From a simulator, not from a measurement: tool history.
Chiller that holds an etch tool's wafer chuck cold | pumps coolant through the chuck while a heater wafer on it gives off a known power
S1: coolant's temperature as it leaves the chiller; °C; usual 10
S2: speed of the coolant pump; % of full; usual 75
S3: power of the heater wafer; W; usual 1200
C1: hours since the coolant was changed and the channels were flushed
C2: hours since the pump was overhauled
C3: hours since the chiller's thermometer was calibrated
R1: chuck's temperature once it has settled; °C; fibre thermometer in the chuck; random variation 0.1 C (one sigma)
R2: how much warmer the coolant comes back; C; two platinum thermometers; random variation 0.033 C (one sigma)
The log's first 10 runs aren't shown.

| run | day | S1 | S2 | S3 | C1 | C2 | C3 | R1 | R2 |
|---|---|---|---|---|---|---|---|---|---|
| 11 | 28.208 | 10 | 76 | 1200 | 1678 | 2090 | 3091 | 22.2 | 4.60 |
| 12 | 30.600 | 10 | 76 | 1200 | 1735 | 2148 | 3149 | 22.1 | 4.66 |
| 13 | 32.204 | 10 | 75 | 1200 | 1774 | 2186 | 3187 | 22.2 | 4.70 |
| 14 | 33.992 | 10 | 75 | 1200 | 1817 | 2229 | 3230 | 22.2 | 4.70 |
| 15 | 35.817 | 10 | 75 | 1200 | 1860 | 2273 | 3274 | 22.4 | 4.68 |
| 16 | 37.575 | 10 | 75 | 1200 | 1903 | 2315 | 3316 | 22.6 | 4.70 |
| 17 | 41.267 | 10 | 75 | 1200 | 1991 | 2404 | 3405 | 22.4 | 4.74 |
| 18 | 43.679 | 1 | 75 | 974 | 2049 | 2462 | 3463 | 11.0 | 3.85 |
| 19 | 46.704 | 17 | 69 | 825 | 2122 | 2534 | 3535 | 26.2 | 3.53 |
| 20 | 48.829 | 17 | 69 | 825 | 2173 | 2585 | 3586 | 26.0 | 3.56 |
| 21 | 51.842 | 5 | 95 | 647 | 2245 | 2658 | 3659 | 11.1 | 1.95 |
| 22 | 54.050 | 8 | 75 | 1542 | 2298 | 2711 | 3712 | 24.0 | 6.18 |
| 23 | 57.504 | 8 | 75 | 1542 | 2381 | 2794 | 3795 | 24.1 | 6.12 |
| 24 | 59.154 | 17 | 81 | 1623 | 2420 | 2833 | 3834 | 33.0 | 5.93 |
| 25 | 61.371 | 17 | 81 | 1623 | 2474 | 2886 | 3887 | 33.3 | 5.93 |
| 26 | 63.300 | 17 | 90 | 1623 | 2520 | 2933 | 3934 | 32.3 | 5.25 |
| 27 | 66.325 | 0 | 75 | 665 | 2593 | 3005 | 4006 | 7.1 | 2.65 |
| 28 | 68.688 | 0 | 71 | 665 | 2649 | 3062 | 4063 | 7.4 | 2.76 |
| 29 | 71.612 | 6 | 64 | 1200 | 2720 | 3132 | 4133 | 20.1 | 5.72 |
| 30 | 73.458 | 6 | 64 | 1200 | 2764 | 3177 | 4178 | 19.9 | 5.68 |
| 31 | 76.988 | 6 | 68 | 1200 | 2849 | 3261 | 4262 | 19.6 | 5.39 |

5 ways to go on from here, each from the tool as it stands after run 31. What would each give?
| A | 80.608 | 5 | 75 | 915 | 2935 | 3348 | 4349 | ? | ? |
| B | 80.608 | 13 | 71 | 1200 | 2935 | 3348 | 4349 | ? | ? |
| C | 80.608 | 20 | 87 | 1640 | 2935 | 3348 | 4349 | ? | ? |
| D | 80.608 | 14 | 85 | 1791 | 2935 | 3348 | 4349 | ? | ? |
| E | 80.608 | 6 | 95 | 1200 | 2935 | 3348 | 4349 | ? | ? |

| run | R1 | R2 |
|---|---|---|
| A | 14.9 | 3.72 |
| B | 26.2 | 5.08 |
| C | 36.2 | 5.51 |
| D | 31.7 | 6.19 |
| E | 17.3 | 3.67 |
Without the tool's hidden state the same runs would have given:
| run | R1 | R2 |
|---|---|---|
| A | 13.4 | 3.48 |
| B | 24.4 | 4.75 |
| C | 34.1 | 5.15 |
| D | 29.4 | 5.78 |
| E | 15.6 | 3.43 |

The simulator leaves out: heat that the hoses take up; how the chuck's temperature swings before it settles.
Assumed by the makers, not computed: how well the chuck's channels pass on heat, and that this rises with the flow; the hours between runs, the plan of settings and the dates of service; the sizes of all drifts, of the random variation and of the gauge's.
